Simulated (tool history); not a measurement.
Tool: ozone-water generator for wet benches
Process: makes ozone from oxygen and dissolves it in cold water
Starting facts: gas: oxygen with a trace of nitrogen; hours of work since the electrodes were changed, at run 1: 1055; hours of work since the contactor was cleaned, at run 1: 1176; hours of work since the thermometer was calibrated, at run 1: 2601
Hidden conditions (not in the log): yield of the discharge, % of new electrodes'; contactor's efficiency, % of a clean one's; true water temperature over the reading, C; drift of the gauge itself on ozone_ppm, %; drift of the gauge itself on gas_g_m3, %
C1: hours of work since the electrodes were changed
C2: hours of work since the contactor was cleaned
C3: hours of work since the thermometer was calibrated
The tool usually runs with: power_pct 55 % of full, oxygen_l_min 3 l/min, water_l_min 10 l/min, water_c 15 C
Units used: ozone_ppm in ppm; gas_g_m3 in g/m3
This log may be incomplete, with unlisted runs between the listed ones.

run 1 day=0 | power_pct=55 oxygen_l_min=3 water_l_min=10 water_c=15 | C1=1055 C2=1176 C3=2601 | ozone_ppm=25.4 gas_g_m3=234.4
run 2 day=1.871 | power_pct=55 oxygen_l_min=3 water_l_min=7 water_c=15 | C1=1085 C2=1207 C3=2631 | ozone_ppm=31.9 gas_g_m3=231.9
run 3 day=3.238 | power_pct=55 oxygen_l_min=3 water_l_min=7 water_c=15 | C1=1107 C2=1229 C3=2653 | ozone_ppm=32.2 gas_g_m3=231.6
run 4 day=4.942 | power_pct=55 oxygen_l_min=3 water_l_min=9 water_c=15 | C1=1135 C2=1256 C3=2681 | ozone_ppm=26.8 gas_g_m3=232.8
run 5 day=6.408 | power_pct=55 oxygen_l_min=3 water_l_min=9 water_c=15 | C1=1159 C2=1280 C3=2705 | ozone_ppm=27.4 gas_g_m3=232.5
run 6 day=8.154 | power_pct=55 oxygen_l_min=3 water_l_min=9 water_c=15 | C1=1187 C2=1309 C3=2733 | ozone_ppm=27 gas_g_m3=231.8
run 7 day=9.65 | power_pct=55 oxygen_l_min=3 water_l_min=10 water_c=15 | C1=1211 C2=1333 C3=2757 | ozone_ppm=25.1 gas_g_m3=233
run 8 day=11.55 | power_pct=55 oxygen_l_min=3 water_l_min=10 water_c=15 | C1=1242 C2=1364 C3=2788 | ozone_ppm=25.4 gas_g_m3=230.6
run 9 day=13.429 | power_pct=55 oxygen_l_min=3 water_l_min=10 water_c=15 | C1=1272 C2=1394 C3=2818 | ozone_ppm=25.3 gas_g_m3=233.8
run 10 day=15.167 | power_pct=55 oxygen_l_min=3 water_l_min=10 water_c=15 | C1=1301 C2=1422 C3=2847 | ozone_ppm=24.9 gas_g_m3=230.6
run 11 day=16.696 | power_pct=55 oxygen_l_min=3 water_l_min=10 water_c=15 | C1=1325 C2=1447 C3=2871 | ozone_ppm=24.8 gas_g_m3=232.9
run 12 day=17.567 | power_pct=55 oxygen_l_min=3 water_l_min=10 water_c=15 | C1=1340 C2=1461 C3=2886 | ozone_ppm=25.2 gas_g_m3=231.2
run 13 day=18.908 | power_pct=55 oxygen_l_min=3 water_l_min=10 water_c=15 | C1=1361 C2=1483 C3=2907 | ozone_ppm=25 gas_g_m3=233.2
run 14 day=20.429 | power_pct=55 oxygen_l_min=3 water_l_min=10 water_c=15 | C1=1386 C2=1508 C3=2932 | ozone_ppm=24.8 gas_g_m3=231.5
run 15 day=21.904 | power_pct=90 oxygen_l_min=3 water_l_min=10 water_c=15 | C1=1410 C2=1532 C3=2956 | ozone_ppm=34.3 gas_g_m3=324.6
run 16 day=23.171 | power_pct=90 oxygen_l_min=2.25 water_l_min=10 water_c=15 | C1=1430 C2=1552 C3=2976 | ozone_ppm=33.3 gas_g_m3=363
run 17 day=24.029 | power_pct=90 oxygen_l_min=2.25 water_l_min=10 water_c=15 | C1=1444 C2=1566 C3=2990 | ozone_ppm=32.7 gas_g_m3=361.9

Estimate the outcome of run 18 from the log above:
run 18 day=25.808 | power_pct=56 oxygen_l_min=2.97 water_l_min=8 water_c=15 | C1=1473 C2=1595 C3=3019 | ozone_ppm=? gas_g_m3=?

{"run 18": {"ozone_ppm": 29.5, "gas_g_m3": 236.2}}
With no hidden state in the tool, this same run would have given ozone_ppm 31 ppm, gas_g_m3 241.4 g/m3.
